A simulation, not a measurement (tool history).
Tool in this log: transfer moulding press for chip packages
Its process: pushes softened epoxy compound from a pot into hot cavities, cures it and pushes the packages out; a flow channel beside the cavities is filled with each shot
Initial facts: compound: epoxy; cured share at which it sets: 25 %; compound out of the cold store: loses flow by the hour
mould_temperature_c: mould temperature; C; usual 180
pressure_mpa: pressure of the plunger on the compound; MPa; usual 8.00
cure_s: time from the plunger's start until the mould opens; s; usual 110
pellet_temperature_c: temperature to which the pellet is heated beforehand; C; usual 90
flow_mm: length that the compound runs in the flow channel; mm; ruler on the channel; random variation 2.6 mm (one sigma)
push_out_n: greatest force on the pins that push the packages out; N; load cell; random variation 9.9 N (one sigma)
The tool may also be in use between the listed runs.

run,hour,mould_temperature_c,pressure_mpa,cure_s,pellet_temperature_c,incoming compound's hours out of the cold store,flow_mm,push_out_n
1,0.0,180,8.00,110,90,27.8,500,476
2,21.6,180,8.00,110,90,35.6,466,646
# hour 35.3: plunger's sealing rings changed
# hour 40.7: cavities cleaned with cleaning compound and waxed
3,55.9,180,8.00,110,90,25.1,527,977
# hour 80.1: cavities cleaned with cleaning compound and waxed
4,83.2,180,8.00,110,90,11.9,581,549
# hour 118.1: cavities cleaned with cleaning compound and waxed
5,118.1,180,8.00,110,90,14.7,565,496
6,142.6,180,6.91,110,90,15.4,518,692
# hour 156.6: cavities cleaned with cleaning compound and waxed
7,161.9,180,6.91,110,90,46.2,407,486
8,188.6,180,7.30,110,90,37.9,446,713
# hour 195.1: cavities cleaned with cleaning compound and waxed
9,207.4,180,8.00,110,96,35.1,476,542
# hour 218.8: cavities cleaned with cleaning compound and waxed, once more
10,241.4,180,8.00,104,90,33.8,474,724
# hour 257.3: cavities cleaned with cleaning compound and waxed
11,266.0,180,8.00,104,90,23.6,513,606
# hour 285.2: mould's thermocouples calibrated
12,289.7,180,8.00,110,83,37.8,458,676
# hour 298.6: cavities cleaned with cleaning compound and waxed
13,318.6,180,8.00,110,83,14.0,550,639
# hour 322.8: plunger's sealing rings changed
# hour 338.3: cavities cleaned with cleaning compound and waxed
14,356.5,180,8.00,92,83,44.9,448,806
# hour 376.6: cavities cleaned with cleaning compound and waxed
15,391.7,180,8.00,92,83,41.9,457,751
16,411.5,173,8.00,99,81,40.9,477,1408
# hour 414.7: cavities cleaned with cleaning compound and waxed
17,440.9,187,6.04,104,81,44.6,369,567
# hour 452.3: cavities cleaned with cleaning compound and waxed
18,468.7,180,8.35,110,97,19.0,552,600
# hour 491.1: cavities cleaned with cleaning compound and waxed
19,500.2,173,8.00,131,90,8.6,618,668
# hour 529.2: cavities cleaned with cleaning compound and waxed
20,531.1,173,8.00,131,90,33.0,504,573
# hour 567.7: cavities cleaned with cleaning compound and waxed
21,570.8,173,8.00,131,90,24.1,531,580
22,601.5,182,8.00,124,90,39.0,451,612
# hour 605.3: cavities cleaned with cleaning compound and waxed
# hour 609.6: plunger's sealing rings changed
23,637.9,182,8.00,124,90,45.9,437,572
# hour 647.6: cavities cleaned with cleaning compound and waxed
24,674.5,180,8.00,124,85,10.5,582,593
# hour 686.9: cavities cleaned with cleaning compound and waxed
25,699.3,180,8.00,124,85,40.9,463,487
# hour 724.7: cavities cleaned with cleaning compound and waxed
26,734.0,174,7.04,124,85,12.0,558,714
27,749.9,175,7.04,123,85,14.6,549,817
# hour 761.9: cavities cleaned with cleaning compound and waxed
28,776.8,175,8.52,138,85,11.2,610,593

Had the tool no unlogged condition, and each run kept its random variation, what would the results have been?
The hidden state here: true mould temperature over the reading, C; pressure that reaches the compound, % of what is set; grip of the stained cavities, % over clean ones'; drift of the gauge itself on flow_mm, %; drift of the gauge itself on push_out_n, %.
run,flow_mm,push_out_n
1,515,466
2,481,461
3,527,477
4,583,493
5,569,477
6,523,485
7,412,428
8,453,459
9,484,429
10,484,496
11,526,493
12,473,454
13,570,482
14,451,609
15,462,593
16,483,906
17,375,397
18,563,470
19,633,564
20,518,528
21,549,537
22,468,404
23,439,388
24,586,415
25,468,400
26,566,582
27,558,552
28,622,453
